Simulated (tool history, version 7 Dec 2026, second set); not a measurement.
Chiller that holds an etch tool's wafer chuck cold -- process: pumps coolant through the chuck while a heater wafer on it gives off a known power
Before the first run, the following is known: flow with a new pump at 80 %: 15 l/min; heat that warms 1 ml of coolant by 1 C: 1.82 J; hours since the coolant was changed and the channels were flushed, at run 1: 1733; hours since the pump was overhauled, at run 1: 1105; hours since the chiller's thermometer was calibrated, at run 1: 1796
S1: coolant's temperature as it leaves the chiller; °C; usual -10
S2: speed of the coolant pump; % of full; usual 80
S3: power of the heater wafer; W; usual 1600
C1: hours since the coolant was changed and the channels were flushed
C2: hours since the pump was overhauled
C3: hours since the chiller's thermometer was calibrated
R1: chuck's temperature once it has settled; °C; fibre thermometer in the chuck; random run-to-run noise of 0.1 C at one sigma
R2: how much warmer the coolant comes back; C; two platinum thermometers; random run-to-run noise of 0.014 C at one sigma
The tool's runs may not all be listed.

run 1 hour=0.0 | S1=-10 S2=80 S3=1600 | C1=1733 C2=1105 C3=1796 | R1=1.8 R2=3.57
run 2 hour=45.5 | S1=-10 S2=80 S3=1600 | C1=1779 C2=1150 C3=1841 | R1=1.7 R2=3.61
run 3 hour=83.0 | S1=-10 S2=80 S3=1600 | C1=1816 C2=1188 C3=1879 | R1=1.6 R2=3.57
run 4 hour=129.2 | S1=-5 S2=80 S3=1600 | C1=1862 C2=1234 C3=1925 | R1=6.7 R2=3.58
run 5 hour=168.2 | S1=-5 S2=80 S3=1600 | C1=1901 C2=1273 C3=1964 | R1=6.8 R2=3.60
run 6 hour=189.3 | S1=-5 S2=80 S3=1600 | C1=1922 C2=1294 C3=1985 | R1=6.8 R2=3.59
run 7 hour=209.8 | S1=-5 S2=80 S3=1600 | C1=1943 C2=1315 C3=2006 | R1=7.0 R2=3.58
run 8 hour=231.9 | S1=-5 S2=80 S3=1600 | C1=1965 C2=1337 C3=2028 | R1=6.9 R2=3.60
run 9 hour=255.6 | S1=-5 S2=80 S3=1600 | C1=1989 C2=1360 C3=2052 | R1=6.8 R2=3.57
-- hour=284.7 chiller's thermometer calibrated
run 10 hour=295.1 | S1=-5 S2=80 S3=1600 | C1=2027 C2=1399 C3=10 | R1=6.4 R2=3.57
run 11 hour=336.1 | S1=-5 S2=80 S3=1600 | C1=2068 C2=1440 C3=51 | R1=6.2 R2=3.60
run 12 hour=357.5 | S1=-10 S2=69 S3=1600 | C1=2090 C2=1461 C3=73 | R1=3.2 R2=4.24
run 13 hour=395.0 | S1=-10 S2=85 S3=1600 | C1=2127 C2=1499 C3=110 | R1=0.7 R2=3.36
run 14 hour=439.0 | S1=-10 S2=80 S3=895 | C1=2171 C2=1543 C3=154 | R1=-3.6 R2=2.00
run 15 hour=474.5 | S1=-10 S2=80 S3=895 | C1=2207 C2=1578 C3=190 | R1=-3.3 R2=2.03
run 16 hour=501.4 | S1=-10 S2=80 S3=1600 | C1=2233 C2=1605 C3=217 | R1=1.6 R2=3.60
run 17 hour=528.1 | S1=-12 S2=80 S3=1600 | C1=2260 C2=1632 C3=243 | R1=-0.4 R2=3.60
run 18 hour=558.4 | S1=-3 S2=80 S3=1268 | C1=2290 C2=1662 C3=274 | R1=6.1 R2=2.84
run 19 hour=594.8 | S1=-12 S2=73 S3=1268 | C1=2327 C2=1699 C3=310 | R1=-1.9 R2=3.17
run 20 hour=641.1 | S1=-12 S2=73 S3=1268 | C1=2373 C2=1745 C3=356 | R1=-1.9 R2=3.17
run 21 hour=664.0 | S1=-15 S2=70 S3=2306 | C1=2396 C2=1768 C3=379 | R1=4.2 R2=6.03
run 22 hour=692.0 | S1=-2 S2=70 S3=1380 | C1=2424 C2=1796 C3=407 | R1=9.4 R2=3.60
run 23 hour=720.6 | S1=-2 S2=70 S3=1380 | C1=2453 C2=1824 C3=436 | R1=9.7 R2=3.60
run 24 hour=746.7 | S1=-2 S2=70 S3=1380 | C1=2479 C2=1851 C3=462 | R1=9.6 R2=3.64
run 25 hour=790.5 | S1=-2 S2=70 S3=1380 | C1=2523 C2=1894 C3=506 | R1=9.6 R2=3.61
run 26 hour=836.8 | S1=-5 S2=88 S3=1600 | C1=2569 C2=1941 C3=552 | R1=5.6 R2=3.26
run 27 hour=861.4 | S1=-10 S2=80 S3=2279 | C1=2594 C2=1965 C3=577 | R1=6.9 R2=5.13
run 28 hour=907.2 | S1=-3 S2=63 S3=2279 | C1=2639 C2=2011 C3=623 | R1=18.4 R2=6.76
run 29 hour=933.0 | S1=-3 S2=81 S3=2279 | C1=2665 C2=2037 C3=648 | R1=13.8 R2=5.09
run 30 hour=962.4 | S1=-3 S2=81 S3=2279 | C1=2695 C2=2066 C3=678 | R1=13.6 R2=5.08
run 31 hour=1000.4 | S1=-3 S2=86 S3=968 | C1=2733 C2=2104 C3=716 | R1=3.7 R2=2.02

Alternative continuations, all from the tool just after run 31; predict every row:
run A hour=1025.1 | S1=-3 S2=93 S3=1741 | C1=2757 C2=2129 C3=740 | R1=? R2=?
run B hour=1025.1 | S1=-10 S2=80 S3=859 | C1=2757 C2=2129 C3=740 | R1=? R2=?
run C hour=1025.1 | S1=-10 S2=80 S3=1782 | C1=2757 C2=2129 C3=740 | R1=? R2=?
run D hour=1025.1 | S1=-4 S2=91 S3=853 | C1=2757 C2=2129 C3=740 | R1=? R2=?

run=A R1=8.0 R2=3.34
run=B R1=-3.4 R2=1.94
run=C R1=3.1 R2=4.06
run=D R1=1.6 R2=1.67
With the hidden condition removed and each run's random variation left untouched, the same runs would have given:
run=A R1=6.6 R2=3.24
run=B R1=-4.3 R2=1.89
run=C R1=1.3 R2=3.94
run=D R1=0.8 R2=1.62
